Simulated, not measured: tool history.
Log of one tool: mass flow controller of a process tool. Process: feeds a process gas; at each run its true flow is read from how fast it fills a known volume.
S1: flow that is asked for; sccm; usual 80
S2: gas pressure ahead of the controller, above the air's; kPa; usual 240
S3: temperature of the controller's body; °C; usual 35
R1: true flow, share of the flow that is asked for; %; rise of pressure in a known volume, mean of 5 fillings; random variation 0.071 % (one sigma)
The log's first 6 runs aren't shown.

run,hour,S1,S2,S3,R1
7,426.2,80,240,23,99.29
8,491.9,80,240,23,99.34
9,596.7,80,240,23,99.31
10,685.7,80,240,35,99.59
11,776,80,240,35,99.56
12,825.5,80,240,35,99.53
13,928.6,12,240,35,98.1
14,976.8,12,240,35,98.1
15,1039.3,80,275,35,99.36
16,1118.9,80,275,35,99.33
17,1182.8,80,275,35,99.32
18,1236.8,80,275,35,99.18
19,1310.9,80,242,35,99.33
20,1416,80,242,35,99.36
21,1518.9,80,242,35,99.34
22,1622.3,80,242,35,99.18
# hour 1649.1: gauge calibrated
23,1705.6,80,242,35,99.8

Run 24 comes next. What will it give?
24,1782.6,80,242,35,?

Run 24 gave R1 99.67 %.
Without the tool's hidden state the same run would have given R1 99.71 %.

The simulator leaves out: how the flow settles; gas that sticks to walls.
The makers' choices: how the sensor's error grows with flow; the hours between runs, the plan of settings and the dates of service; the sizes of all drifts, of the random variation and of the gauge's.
